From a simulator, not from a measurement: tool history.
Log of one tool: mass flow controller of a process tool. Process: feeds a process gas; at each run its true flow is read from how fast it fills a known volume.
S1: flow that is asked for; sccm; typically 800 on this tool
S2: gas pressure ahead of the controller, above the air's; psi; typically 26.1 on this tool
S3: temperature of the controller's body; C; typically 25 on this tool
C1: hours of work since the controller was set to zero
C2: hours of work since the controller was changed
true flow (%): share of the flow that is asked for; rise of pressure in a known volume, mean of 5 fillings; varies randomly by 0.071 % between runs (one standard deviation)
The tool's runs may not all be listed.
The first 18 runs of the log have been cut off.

run 19 hour=1437.2 | S1=800 S2=26.1 S3=25 | C1=2179 C2=2179 | true_flow_(%)=100.93
run 20 hour=1500.1 | S1=800 S2=27.6 S3=32 | C1=2220 C2=2220 | true_flow_(%)=100.61
run 21 hour=1554.7 | S1=800 S2=20.6 S3=25 | C1=2255 C2=2255 | true_flow_(%)=100.92
run 22 hour=1616 | S1=312 S2=34.8 S3=25 | C1=2295 C2=2295 | true_flow_(%)=100.83
run 23 hour=1696.5 | S1=911 S2=23.9 S3=25 | C1=2347 C2=2347 | true_flow_(%)=101.01
run 24 hour=1804 | S1=911 S2=23.9 S3=25 | C1=2417 C2=2417 | true_flow_(%)=101.08
run 25 hour=1874.5 | S1=800 S2=26.1 S3=33 | C1=2462 C2=2462 | true_flow_(%)=100.84
run 26 hour=1954.9 | S1=826 S2=21 S3=33 | C1=2514 C2=2514 | true_flow_(%)=100.89
run 27 hour=2015.9 | S1=826 S2=21 S3=33 | C1=2554 C2=2554 | true_flow_(%)=100.85
run 28 hour=2108.6 | S1=800 S2=33.8 S3=25 | C1=2614 C2=2614 | true_flow_(%)=100.68
run 29 hour=2155.4 | S1=800 S2=36.3 S3=24 | C1=2644 C2=2644 | true_flow_(%)=100.81
run 30 hour=2210 | S1=800 S2=36.3 S3=24 | C1=2680 C2=2680 | true_flow_(%)=100.56
run 31 hour=2274.6 | S1=339 S2=26.1 S3=25 | C1=2722 C2=2722 | true_flow_(%)=101.48
run 32 hour=2353.5 | S1=339 S2=26.1 S3=25 | C1=2773 C2=2773 | true_flow_(%)=101.43

Branching from run 32: 4 alternative next runs. What would each branch give?
run A hour=2398.6 | S1=800 S2=26.1 S3=30 | C1=2802 C2=2802 | true_flow_(%)=?
run B hour=2398.6 | S1=800 S2=26.1 S3=35 | C1=2802 C2=2802 | true_flow_(%)=?
run C hour=2398.6 | S1=339 S2=27.3 S3=26 | C1=2802 C2=2802 | true_flow_(%)=?
run D hour=2398.6 | S1=339 S2=29.6 S3=27 | C1=2802 C2=2802 | true_flow_(%)=?

run=A true_flow_(%)=100.87
run=B true_flow_(%)=100.76
run=C true_flow_(%)=101.31
run=D true_flow_(%)=101.28
With the hidden condition removed and each run's random variation left untouched, the same runs would have given:
run=A true_flow_(%)=99.68
run=B true_flow_(%)=99.56
run=C true_flow_(%)=99.1
run=D true_flow_(%)=99.07
